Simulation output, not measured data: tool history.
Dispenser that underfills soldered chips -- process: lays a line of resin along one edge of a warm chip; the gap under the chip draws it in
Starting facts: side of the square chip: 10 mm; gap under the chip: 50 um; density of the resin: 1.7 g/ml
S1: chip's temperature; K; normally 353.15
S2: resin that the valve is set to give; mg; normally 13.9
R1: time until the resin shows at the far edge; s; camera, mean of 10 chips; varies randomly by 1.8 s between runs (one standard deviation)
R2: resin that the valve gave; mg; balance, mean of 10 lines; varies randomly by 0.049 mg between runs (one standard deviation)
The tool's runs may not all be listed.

| run | hour | S1 | S2 | R1 | R2 |
|---|---|---|---|---|---|
| 1 | 0 | 353.15 | 13.9 | 240.2 | 13.48 |
| 2 | 3.9 | 353.15 | 13.9 | 295.6 | 13.34 |
| 3 | 8 | 353.15 | 13.9 | 358.2 | 13.41 |
|  | 10.6 | new syringe of resin |
| 4 | 11.6 | 353.15 | 13.9 | 188 | 13.38 |
| 5 | 15.8 | 353.15 | 14.6 | 232.2 | 14.05 |
| 6 | 20.1 | 353.15 | 14.6 | 282 | 14.03 |
| 7 | 23.1 | 353.15 | 14.6 | 332.3 | 13.94 |
|  | 27.3 | new syringe of resin |
| 8 | 27.9 | 345.15 | 14.6 | 244.9 | 14.06 |
| 9 | 33.3 | 345.15 | 14.6 | 316.7 | 13.86 |
| 10 | 36.7 | 345.15 | 14.6 | 373.2 | 13.99 |
| 11 | 42.7 | 345.15 | 14.6 | 512.5 | 13.87 |
|  | 43.8 | new syringe of resin |
| 12 | 48.8 | 345.15 | 14.6 | 301.7 | 13.89 |
| 13 | 52.7 | 353.15 | 13.9 | 282.2 | 13.11 |
| 14 | 58.9 | 353.15 | 13.9 | 388.9 | 13.2 |
|  | 60.3 | new syringe of resin |
| 15 | 64.9 | 353.15 | 13.9 | 226.4 | 13.08 |
| 16 | 71.3 | 353.15 | 13.9 | 315.7 | 13.15 |
|  | 76.8 | new syringe of resin |
| 17 | 77.3 | 361.15 | 16.1 | 139.5 | 15.17 |
| 18 | 80.4 | 356.15 | 13.4 | 196.3 | 12.64 |
| 19 | 84.8 | 358.15 | 16.6 | 226.7 | 15.53 |
| 20 | 91.4 | 358.15 | 16.6 | 314 | 15.49 |
|  | 93.2 | new syringe of resin |
| 21 | 94.9 | 354.15 | 16.6 | 190.1 | 15.46 |
| 22 | 100.5 | 366.15 | 17.2 | 168.1 | 16.07 |
| 23 | 106.9 | 366.15 | 17.2 | 233.7 | 15.92 |
|  | 108.3 | dispensing valve cleaned and set on the balance |
|  | 110.9 | new syringe of resin |
| 24 | 114.1 | 349.15 | 17.2 | 243.4 | 17.13 |
| 25 | 119.8 | 361.15 | 16.1 | 210.6 | 16.19 |
| 26 | 124.4 | 349.15 | 14 | 407.5 | 13.89 |
|  | 127.4 | new syringe of resin |
| 27 | 128.9 | 349.15 | 14 | 222.7 | 13.88 |
| 28 | 135.1 | 348.15 | 15 | 314.5 | 14.9 |
| 29 | 139.5 | 342.15 | 16.4 | 492.1 | 16.27 |
|  | 144.1 | new syringe of resin |
| 30 | 146.5 | 342.15 | 16.4 | 301.2 | 16.22 |
| 31 | 152.4 | 342.15 | 17.9 | 405.4 | 17.65 |
| 32 | 155.3 | 342.15 | 17.9 | 477.1 | 17.72 |

Had the tool no unlogged condition, and each run kept its random variation, what would the results have been?
Unlogged tool condition in this case: resin's viscosity, % of fresh resin's; dose that the valve gives, % of what is set; true chip temperature over the reading, C; drift of the gauge itself on fill_s, %; drift of the gauge itself on given_mg, %.
| run | R1 | R2 |
|---|---|---|
| 1 | 175 | 13.93 |
| 2 | 177.1 | 13.81 |
| 3 | 174.2 | 13.9 |
| 4 | 175 | 13.89 |
| 5 | 175.1 | 14.6 |
| 6 | 171.4 | 14.61 |
| 7 | 173.4 | 14.53 |
| 8 | 231.8 | 14.68 |
| 9 | 229 | 14.51 |
| 10 | 227.4 | 14.65 |
| 11 | 230 | 14.56 |
| 12 | 228.3 | 14.61 |
| 13 | 175.4 | 13.82 |
| 14 | 176.8 | 13.94 |
| 15 | 172.1 | 13.85 |
| 16 | 174.3 | 13.95 |
| 17 | 133 | 16.13 |
| 18 | 159.1 | 13.46 |
| 19 | 148.3 | 16.57 |
| 20 | 146.7 | 16.56 |
| 21 | 167.6 | 16.55 |
| 22 | 111.9 | 17.24 |
| 23 | 112.9 | 17.12 |
| 24 | 201.8 | 17.14 |
| 25 | 131.7 | 16.23 |
| 26 | 201 | 13.94 |
| 27 | 200.2 | 13.95 |
| 28 | 206 | 15.01 |
| 29 | 258.4 | 16.42 |
| 30 | 255.5 | 16.41 |
| 31 | 255 | 17.89 |
| 32 | 258.2 | 17.97 |

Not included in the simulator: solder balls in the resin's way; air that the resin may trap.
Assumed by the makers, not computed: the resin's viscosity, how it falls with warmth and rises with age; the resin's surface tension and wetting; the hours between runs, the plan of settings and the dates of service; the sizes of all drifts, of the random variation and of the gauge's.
